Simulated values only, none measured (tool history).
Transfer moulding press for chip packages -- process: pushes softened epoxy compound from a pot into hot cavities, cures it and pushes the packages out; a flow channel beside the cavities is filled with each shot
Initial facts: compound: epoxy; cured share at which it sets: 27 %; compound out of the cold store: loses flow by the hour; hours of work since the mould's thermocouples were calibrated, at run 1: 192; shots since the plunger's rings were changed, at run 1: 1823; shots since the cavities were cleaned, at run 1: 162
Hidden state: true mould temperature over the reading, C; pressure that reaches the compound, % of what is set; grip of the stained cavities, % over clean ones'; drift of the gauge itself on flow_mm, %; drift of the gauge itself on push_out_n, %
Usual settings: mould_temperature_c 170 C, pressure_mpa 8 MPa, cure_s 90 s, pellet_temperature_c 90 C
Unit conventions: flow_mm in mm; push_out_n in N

run     day  mould_temperature_c  pressure_mpa  cure_s  pellet_temperature_c  hours of work since the mould's thermocouples were calibrated  shots since the plunger's rings were changed  shots since the cavities were cleaned  incoming compound's hours out of the cold store  flow_mm  push_out_n
  1       0                  170             8      90                    90                                                            192                                          1823                                    162                                             36.1      545         278
  2   0.517                  170             8      90                    90                                                            202                                          2010                                    349                                               37      542         290
  3   1.667                  172             8      90                    90                                                            223                                          2425                                    764                                             31.1      537         328
  4   2.567                  172             8      90                    90                                                            240                                          2750                                   1089                                             23.9      556         330
      2.721  -- cavities cleaned with cleaning compound and waxed
  5   3.492                  172             8      90                    90                                                            256                                          3063                                    279                                             27.3      544         283
  6   4.312                  170             8      90                    86                                                            271                                          3360                                    576                                             27.3      551         322
  7   5.208                  170             8      90                    86                                                            287                                          3684                                    900                                             34.2      542         352
      5.904  -- cavities cleaned with cleaning compound and waxed
  8       6                  170             8      90                    86                                                            301                                          3947                                     34                                             23.6      559         261
  9   6.483                  166             8      90                    90                                                            310                                          4123                                    210                                             13.8      589         349
 10   7.533                  166             8      90                    90                                                            329                                          4503                                    590                                             40.5      534         387
 11   8.558                  170          6.18      90                    90                                                            348                                          4872                                    959                                             20.7      483         357
      9.058  -- cavities cleaned with cleaning compound and waxed
 12   9.408                  170          6.18      90                    90                                                            363                                          5158                                    127                                               12      499         279
      9.679  -- plunger's sealing rings changed
 13  10.567                  170             8      90                    90                                                            382                                           322                                    508                                             46.4      538         296
 14  11.646                  170             8      90                    83                                                            402                                           712                                    898                                             28.6      563         350
 15  12.175                  170          6.65      90                    90                                                            412                                           904                                   1090                                             35.4      500         357
     12.333  -- cavities cleaned with cleaning compound and waxed
 16  13.033                  170          6.65      90                    90                                                            426                                          1191                                    253                                             41.2      487         281
 17  13.933                  170          6.65      90                    90                                                            443                                          1516                                    578                                             46.7      485         319
 18  14.833                  170          6.65      90                    90                                                            460                                          1843                                    905                                             10.3      538         367
     15.483  -- cavities cleaned with cleaning compound and waxed
 19  16.058                  174             8      90                    90                                                            481                                          2262                                    208                                             16.7      560         277
 20  17.138                  170          6.77      90                    99                                                            501                                          2653                                    599                                              8.9      535         328
 21  17.908                  170          8.83     126                    90                                                            515                                          2932                                    878                                             31.5      577         314
 22   18.45                  170          9.54      94                    93                                                            525                                          3127                                   1073                                             41.4      575         348
     18.612  -- cavities cleaned with cleaning compound and waxed
 23  19.062                  170          9.54      94                    93                                                            536                                          3326                                    163                                             19.2      616         257
 24   19.75                  170          9.54      94                    93                                                            548                                          3575                                    412                                             29.3      604         308
 25  20.629                  170          7.54     107                    82                                                            565                                          3893                                    730                                             25.6      533         318
 26  21.162                  173          6.78     107                   100                                                            574                                          4086                                    923                                             20.1      512         313
     21.812  -- cavities cleaned with cleaning compound and waxed
 27  21.875                  170          9.43      90                    82                                                            586                                          4322                                     24                                             14.2      620         269

Below are 4 alternative next runs, each starting from the tool's condition after run 27. Predict each:
  A  23.025                  170          6.74      72                    90                                                            608                                          4737                                    439                                             41.7        ?           ?
  B  23.025                  170             8     130                    98                                                            608                                          4737                                    439                                             29.2        ?           ?
  C  23.025                  170          9.43      90                    94                                                            608                                          4737                                    439                                             46.3        ?           ?
  D  23.025                  170          7.64      90                    90                                                            608                                          4737                                    439                                             46.6        ?           ?

run  flow_mm  push_out_n
  A      481         399
  B      534         273
  C      553         298
  D      497         305
With the hidden condition removed and each run's random variation left untouched, the same runs would have given:
run  flow_mm  push_out_n
  A      506         329
  B      562         214
  C      581         238
  D      523         243
